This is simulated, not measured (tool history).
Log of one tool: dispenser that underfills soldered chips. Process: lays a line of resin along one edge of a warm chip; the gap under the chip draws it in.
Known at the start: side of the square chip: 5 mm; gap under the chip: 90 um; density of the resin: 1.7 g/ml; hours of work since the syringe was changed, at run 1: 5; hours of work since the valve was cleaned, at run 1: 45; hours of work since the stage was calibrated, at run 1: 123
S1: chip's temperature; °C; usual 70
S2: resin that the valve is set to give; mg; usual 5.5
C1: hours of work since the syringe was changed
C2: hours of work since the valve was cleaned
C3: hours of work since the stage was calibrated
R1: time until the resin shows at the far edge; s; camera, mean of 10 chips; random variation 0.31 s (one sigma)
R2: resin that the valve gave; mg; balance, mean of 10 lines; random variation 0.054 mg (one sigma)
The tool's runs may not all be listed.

run 1 hour=0 | S1=70 S2=5.5 | C1=5 C2=45 C3=123 | R1=8.7 R2=5.33
-- hour=6.7 new syringe of resin
run 2 hour=9.7 | S1=70 S2=5.5 | C1=2 C2=51 C3=129 | R1=7.6 R2=5.32
run 3 hour=13.6 | S1=75 S2=5.5 | C1=4 C2=54 C3=132 | R1=6.5 R2=5.34
-- hour=22.2 new syringe of resin
run 4 hour=22.4 | S1=75 S2=5.5 | C1=0 C2=59 C3=137 | R1=5.5 R2=5.25
run 5 hour=30.9 | S1=75 S2=5.5 | C1=6 C2=65 C3=143 | R1=6.8 R2=5.35
run 6 hour=35.4 | S1=70 S2=5.5 | C1=8 C2=67 C3=146 | R1=9.9 R2=5.36
-- hour=37.6 new syringe of resin
run 7 hour=43.2 | S1=70 S2=5.5 | C1=4 C2=72 C3=150 | R1=7.7 R2=5.24
run 8 hour=51.9 | S1=70 S2=5.5 | C1=9 C2=78 C3=156 | R1=9.9 R2=5.27
-- hour=52.7 new syringe of resin
run 9 hour=57.3 | S1=65 S2=5.5 | C1=3 C2=81 C3=159 | R1=8.8 R2=5.35
run 10 hour=64.5 | S1=70 S2=5.5 | C1=8 C2=86 C3=164 | R1=9.7 R2=5.29
-- hour=67.9 new syringe of resin
run 11 hour=70.7 | S1=70 S2=5.5 | C1=2 C2=89 C3=168 | R1=7.1 R2=5.35
run 12 hour=78.6 | S1=70 S2=5.5 | C1=7 C2=94 C3=173 | R1=8.6 R2=5.25
-- hour=83.4 new syringe of resin
run 13 hour=84 | S1=59 S2=6.42 | C1=0 C2=98 C3=176 | R1=9.4 R2=6.08
run 14 hour=92.6 | S1=71 S2=4.79 | C1=6 C2=103 C3=181 | R1=9 R2=4.52
run 15 hour=97.4 | S1=76 S2=6.6 | C1=9 C2=106 C3=185 | R1=7.5 R2=6.22
-- hour=98.3 new syringe of resin
run 16 hour=107 | S1=76 S2=6.6 | C1=6 C2=112 C3=191 | R1=6.1 R2=6.22
run 17 hour=112.8 | S1=64 S2=4.92 | C1=9 C2=116 C3=194 | R1=12.9 R2=4.64
-- hour=113.8 new syringe of resin
run 18 hour=122.2 | S1=70 S2=6.54 | C1=5 C2=122 C3=200 | R1=7.6 R2=6.13
-- hour=128.8 new syringe of resin
run 19 hour=131.7 | S1=80 S2=6.46 | C1=2 C2=128 C3=206 | R1=4.5 R2=6.08
run 20 hour=138.3 | S1=62 S2=6.94 | C1=6 C2=132 C3=210 | R1=11.2 R2=6.4
-- hour=143.7 new syringe of resin
run 21 hour=144.6 | S1=62 S2=6.94 | C1=1 C2=136 C3=214 | R1=8.2 R2=6.62
-- hour=151.3 dispensing valve cleaned and set on the balance
run 22 hour=154.4 | S1=64 S2=6.99 | C1=6 C2=2 C3=220 | R1=9.9 R2=6.96
-- hour=159.9 new syringe of resin
run 23 hour=160.8 | S1=64 S2=6.99 | C1=1 C2=6 C3=223 | R1=8.4 R2=6.95

Forecast each of these 4 alternatives for the next run:
run A hour=167.7 | S1=61 S2=5.78 | C1=5 C2=10 C3=228 | R1=? R2=?
run B hour=167.7 | S1=66 S2=5.75 | C1=5 C2=10 C3=228 | R1=? R2=?
run C hour=167.7 | S1=65 S2=5.42 | C1=5 C2=10 C3=228 | R1=? R2=?
run D hour=167.7 | S1=60 S2=6.76 | C1=5 C2=10 C3=228 | R1=? R2=?

run=A R1=12 R2=5.72
run=B R1=9.8 R2=5.73
run=C R1=9.3 R2=5.37
run=D R1=12 R2=6.61
Without the tool's hidden state the same runs would have given:
run=A R1=10.2 R2=5.76
run=B R1=8.2 R2=5.77
run=C R1=7.8 R2=5.41
run=D R1=10.2 R2=6.66
